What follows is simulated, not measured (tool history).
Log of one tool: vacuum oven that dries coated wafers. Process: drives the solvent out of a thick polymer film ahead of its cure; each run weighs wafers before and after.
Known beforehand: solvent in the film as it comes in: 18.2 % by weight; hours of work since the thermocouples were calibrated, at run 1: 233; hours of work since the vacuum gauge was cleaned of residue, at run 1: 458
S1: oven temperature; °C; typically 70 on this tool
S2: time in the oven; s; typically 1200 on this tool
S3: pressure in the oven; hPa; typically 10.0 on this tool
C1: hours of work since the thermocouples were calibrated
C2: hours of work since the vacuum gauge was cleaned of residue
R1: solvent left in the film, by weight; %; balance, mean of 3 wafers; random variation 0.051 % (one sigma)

run   hour  S1    S2    S3   C1   C2    R1
  1    0.0  70  1200  10.0  233  458  1.29
  2   15.7  70  1200  10.0  244  469  1.37
  3   32.2  70  1200  10.0  256  480  1.30
  4   47.1  70  1200  10.0  266  491  1.20
  5   63.1  70  1200   9.8  277  502  1.31
  6   74.3  70   720  10.0  285  510  2.71
  7   98.2  70   720  10.0  302  527  2.72
  8  110.0  70  1200  10.0  310  535  1.36
  9  125.4  70  1200  10.0  321  546  1.43
 10  142.3  70  1200  10.0  333  558  1.32
 11  162.7  70  1200  10.0  347  572  1.41
 12  184.4  70  1200  10.0  363  587  1.34
 13  199.8  70   840  10.0  374  598  2.20
 14  217.2  78  1080  33.9  386  610  1.87
 15  233.6  73   960  14.3  397  622  1.59
 16  249.3  67   960  22.2  408  633  3.56
 17  261.2  80  1320  10.0  417  641  0.56
 18  276.9  80  1320  21.1  428  652  1.04
 19  289.9  80  1320  21.1  437  662  1.16
 20  305.3  80  1320  21.1  448  672  1.14
 21  319.1  80  1320  21.1  457  682  1.13
 22  336.8  69   840   6.6  470  695  2.25
 23  350.2  67  1020   6.6  479  704  2.16
 24  364.8  67  1020   6.6  490  714  2.07
 25  378.3  70  1200  15.6  499  724  1.75
 26  402.0  74   660  22.6  516  740  2.90

Predict each of these 4 candidate next runs independently; none follows another, all start after run 26:
  A  415.0  61  1260  10.0  525  750   ?
  B  415.0  59  1260  22.6  525  750   ?
  C  415.0  70  1740  10.0  525  750   ?
  D  415.0  77  1200  10.0  525  750   ?

run    R1
  A  3.21
  B  5.26
  C  0.92
  D  0.65
Take away the tool's hidden state, keep each run's random variation, and the runs would have read:
run    R1
  A  2.88
  B  4.87
  C  0.80
  D  0.56
